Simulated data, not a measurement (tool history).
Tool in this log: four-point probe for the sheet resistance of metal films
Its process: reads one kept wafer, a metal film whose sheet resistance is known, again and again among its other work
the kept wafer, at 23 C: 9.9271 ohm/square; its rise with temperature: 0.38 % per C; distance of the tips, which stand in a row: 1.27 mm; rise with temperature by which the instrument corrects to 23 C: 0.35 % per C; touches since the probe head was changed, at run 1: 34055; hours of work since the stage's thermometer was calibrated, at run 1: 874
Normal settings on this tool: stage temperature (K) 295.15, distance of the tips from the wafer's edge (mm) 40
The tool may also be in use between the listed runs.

run    hour  stage temperature (K)  distance of the tips from the wafer's edge (mm)  touches since the probe head was changed  hours of work since the stage's thermometer was calibrated  sheet resistance as the instrument gives it (ohm/square)
  1     0.0                 295.15                                               40                                     34055                                                         874                                                  9.846371
  2    22.6                 295.15                                               43                                     34817                                                         884                                                  9.840239
  3    44.6                 297.15                                               40                                     35562                                                         894                                                  9.847373
  4    74.5                 305.15                                               40                                     36573                                                         907                                                  9.875213
  5    93.5                 305.15                                               40                                     37218                                                         915                                                  9.876367
  6   110.4                 298.15                                               40                                     37787                                                         922                                                  9.848349
  7   128.3                 298.15                                               40                                     38394                                                         930                                                  9.850051
  8   159.2                 298.15                                               40                                     39440                                                         944                                                  9.844874
  9   190.3                 295.15                                                8                                     40490                                                         957                                                  9.962490
 10   217.3                 306.15                                                8                                     41405                                                         969                                                  9.994429
 11   243.8                 306.15                                                8                                     42301                                                         980                                                  9.990318
 12   271.3                 306.15                                                8                                     43229                                                         992                                                  9.994258
 13   297.3                 306.15                                                8                                     44109                                                        1003                                                  9.989721
 14   322.8                 301.15                                                8                                     44973                                                        1015                                                  9.973782
 15   340.8                 296.15                                               40                                     45581                                                        1022                                                  9.832236
 16   367.7                 296.15                                               40                                     46490                                                        1034                                                  9.834787
 17   399.1                 296.15                                               40                                     47552                                                        1048                                                  9.830774
 18   425.1                 295.15                                               40                                     48433                                                        1059                                                  9.828279
 19   448.7                 295.15                                                8                                     49231                                                        1069                                                  9.954352
 20   472.2                 295.15                                                8                                     50024                                                        1079                                                  9.947578
 21   494.5                 295.15                                                3                                     50780                                                        1089                                                 10.675414
 22   510.9                 295.15                                                3                                     51336                                                        1096                                                 10.673374
 23   534.2                 295.15                                               43                                     52121                                                        1106                                                  9.821169
 24   551.2                 298.15                                               21                                     52698                                                        1114                                                  9.844274
 25   575.1                 297.15                                                9                                     53505                                                        1124                                                  9.924718
 26   596.2                 296.15                                                6                                     54220                                                        1133                                                 10.051097
 27   613.2                 296.15                                                6                                     54796                                                        1141                                                 10.050750
 28   638.5                 296.15                                                6                                     55652                                                        1152                                                 10.046827
 29   652.9                 302.15                                               63                                     56136                                                        1158                                                  9.838778
 30   674.4                 307.15                                               19                                     56866                                                        1167                                                  9.873596
 31   692.9                 295.15                                                9                                     57490                                                        1175                                                  9.913427
 32   714.8                 303.15                                               10                                     58231                                                        1185                                                  9.917459
 33   745.2                 297.15                                               31                                     59260                                                        1198                                                  9.820104
 34   777.3                 298.15                                               31                                     60344                                                        1212                                                  9.828020
 35   797.2                 302.15                                                3                                     61017                                                        1221                                                 10.684837
 36   812.9                 293.15                                                8                                     61548                                                        1227                                                  9.928692
 37   839.9                 293.15                                                8                                     62463                                                        1239                                                  9.929171
 38   868.0                 293.15                                                8                                     63412                                                        1251                                                  9.925840
 39   893.5                 307.15                                               12                                     64276                                                        1262                                                  9.899474
 40   919.5                 294.15                                               15                                     65154                                                        1274                                                  9.836779
 41   939.3                 294.15                                               15                                     65823                                                        1282                                                  9.835045
 42   961.7                 295.15                                               74                                     66583                                                        1292                                                  9.798791
 43   976.1                 298.15                                               40                                     67068                                                        1298                                                  9.812406
      986.6  -- stage's thermometer calibrated
 44  1005.2                 303.15                                               68                                     68035                                                           8                                                  9.849917
 45  1029.5                 303.15                                               68                                     68857                                                          19                                                  9.847746

Each run again, without the hidden state but with its own random variation kept:
The tool's hidden condition here consists of: inner tips' distance over the nominal, %; tips' flats over new ones', %; wafer's true temperature over the reading, C; drift of the gauge itself on sheet_ohm, %.
run  sheet resistance as the instrument gives it (ohm/square)
  1                                                  9.932475
  2                                                  9.927240
  3                                                  9.935238
  4                                                  9.964143
  5                                                  9.966119
  6                                                  9.938853
  7                                                  9.941282
  8                                                  9.937261
  9                                                 10.057288
 10                                                 10.090086
 11                                                 10.086933
 12                                                 10.092004
 13                                                 10.088536
 14                                                 10.073748
 15                                                  9.931886
 16                                                  9.935567
 17                                                  9.932812
 18                                                  9.931446
 19                                                 10.059644
 20                                                 10.053792
 21                                                 10.789765
 22                                                 10.788345
 23                                                  9.928528
 24                                                  9.952330
 25                                                 10.034610
 26                                                 10.163210
 27                                                 10.163537
 28                                                 10.160626
 29                                                  9.950580
 30                                                  9.986298
 31                                                 10.027984
 32                                                 10.032473
 33                                                  9.935722
 34                                                  9.945019
 35                                                 10.811801
 36                                                 10.048546
 37                                                 10.050152
 38                                                 10.047919
 39                                                 10.021361
 40                                                  9.959804
 41                                                  9.958901
 42                                                  9.923017
 43                                                  9.937223
 44                                                  9.953003
 45                                                  9.951754
